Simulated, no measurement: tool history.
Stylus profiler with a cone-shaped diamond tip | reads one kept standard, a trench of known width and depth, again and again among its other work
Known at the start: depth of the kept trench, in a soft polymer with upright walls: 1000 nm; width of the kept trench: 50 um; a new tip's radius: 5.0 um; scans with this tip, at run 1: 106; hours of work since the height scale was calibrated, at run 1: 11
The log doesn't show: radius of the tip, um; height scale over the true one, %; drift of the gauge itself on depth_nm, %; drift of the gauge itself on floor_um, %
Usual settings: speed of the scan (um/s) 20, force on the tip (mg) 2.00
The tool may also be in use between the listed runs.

run	hour	speed of the scan (um/s)	force on the tip (mg)	scans with this tip	hours of work since the height scale was calibrated	depth of the trench (Å)	width of the trench's floor (um)
1	0.0	20	2.00	106	11	10128.1	43.94
2	49.6	20	2.00	298	32	10124.8	43.91
3	87.5	20	2.00	446	48	10127.2	43.95
4	112.9	20	2.00	544	58	10121.8	43.96
5	155.7	60	2.00	711	76	10128.8	43.76
6	199.2	60	2.00	879	94	10127.3	43.67
7	234.0	60	2.00	1014	109	10125.0	43.74
8	256.1	60	2.00	1100	118	10122.7	43.72
9	277.7	7	2.55	1184	127	10142.6	43.97
10	322.3	7	2.55	1357	145	10143.5	43.95

Forecast each of these 4 alternatives for the next run:
A	359.8	7	4.81	1503	161	?	?
B	359.8	58	1.21	1503	161	?	?
C	359.8	24	0.84	1503	161	?	?
D	359.8	40	2.33	1503	161	?	?

run	depth of the trench (Å)	width of the trench's floor (um)
A	10219.3	43.93
B	10086.5	43.63
C	10066.5	43.76
D	10134.0	43.77
Without the tool's hidden state the same runs would have given:
run	depth of the trench (Å)	width of the trench's floor (um)
A	10223.2	43.98
B	10090.3	43.67
C	10070.3	43.80
D	10137.8	43.82
